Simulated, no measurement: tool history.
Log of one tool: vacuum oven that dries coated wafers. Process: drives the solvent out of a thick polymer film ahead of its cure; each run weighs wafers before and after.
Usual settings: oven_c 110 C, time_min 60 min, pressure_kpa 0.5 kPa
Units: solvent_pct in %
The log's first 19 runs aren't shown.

run,hour,oven_c,time_min,pressure_kpa,solvent_pct
20,1084.7,124,80,0.5,0.26
21,1147.4,124,61,0.677,0.38
22,1210.1,106,61,0.676,2.85
23,1263.9,106,61,0.676,2.85
24,1332.1,109,58,0.405,2.22
25,1396.4,103,60,0.5,3.65
# hour 1426.4: vacuum gauge cleaned of residue and calibrated
26,1439.9,124,60,0.817,0.28
27,1487.8,114,60,1.552,1.45
28,1519.2,114,60,1.552,1.48
29,1553.9,104,60,0.499,3.22
30,1600,107,32,0.258,5.28
31,1674.4,108,60,0.792,2.32
32,1744.4,108,60,0.792,2.34
33,1810.1,108,60,0.792,2.41
34,1865.3,121,55,0.537,0.55
35,1915.2,121,55,0.537,0.57
36,1966,123,60,0.5,0.31

4 ways to go on from here, each from the tool as it stands after run 36. What would each give?
A,2007.6,110,44,0.415,?
B,2007.6,100,65,1.532,?
C,2007.6,109,105,0.623,?
D,2007.6,108,60,0.54,?

run,solvent_pct
A,3.13
B,4.63
C,0.74
D,2.28
Without the tool's hidden state the same runs would have given:
run,solvent_pct
A,2.82
B,4.27
C,0.61
D,2
